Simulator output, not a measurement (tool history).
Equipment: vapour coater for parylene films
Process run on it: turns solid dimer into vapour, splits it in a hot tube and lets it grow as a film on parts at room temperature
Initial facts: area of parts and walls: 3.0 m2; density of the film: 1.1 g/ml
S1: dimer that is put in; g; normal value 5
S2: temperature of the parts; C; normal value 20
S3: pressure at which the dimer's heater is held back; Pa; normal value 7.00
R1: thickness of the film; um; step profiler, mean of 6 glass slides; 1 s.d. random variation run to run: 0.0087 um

run 1 hour=0.0 | S1=5 S2=20 S3=7.00 | R1=1.070
run 2 hour=11.5 | S1=5 S2=20 S3=7.00 | R1=1.076
run 3 hour=24.8 | S1=5 S2=20 S3=7.00 | R1=1.056
run 4 hour=33.7 | S1=5 S2=20 S3=7.00 | R1=1.064
run 5 hour=53.8 | S1=7 S2=20 S3=7.00 | R1=1.481
run 6 hour=68.6 | S1=7 S2=20 S3=7.00 | R1=1.498
run 7 hour=78.8 | S1=7 S2=20 S3=7.00 | R1=1.469
run 8 hour=100.2 | S1=7 S2=32 S3=2.83 | R1=1.005
run 9 hour=121.2 | S1=7 S2=32 S3=2.83 | R1=1.006
run 10 hour=140.7 | S1=7 S2=32 S3=2.83 | R1=1.000
run 11 hour=161.2 | S1=5 S2=19 S3=2.49 | R1=1.291
run 12 hour=176.2 | S1=7 S2=27 S3=7.00 | R1=1.065

Consider 5 possible next runs. They are alternatives, not a sequence: every one starts from the tool as it was left by run 12. What does each give?
run A hour=196.4 | S1=3 S2=24 S3=6.66 | R1=?
run B hour=196.4 | S1=7 S2=13 S3=6.91 | R1=?
run C hour=196.4 | S1=4 S2=16 S3=7.71 | R1=?
run D hour=196.4 | S1=3 S2=21 S3=2.62 | R1=?
run E hour=196.4 | S1=3 S2=20 S3=7.00 | R1=?

run=A R1=0.529
run=B R1=1.979
run=C R1=0.965
run=D R1=0.693
run=E R1=0.618
Had the tool no hidden state, the same runs would have come out as:
run=A R1=0.572
run=B R1=2.094
run=C R1=1.045
run=D R1=0.752
run=E R1=0.669
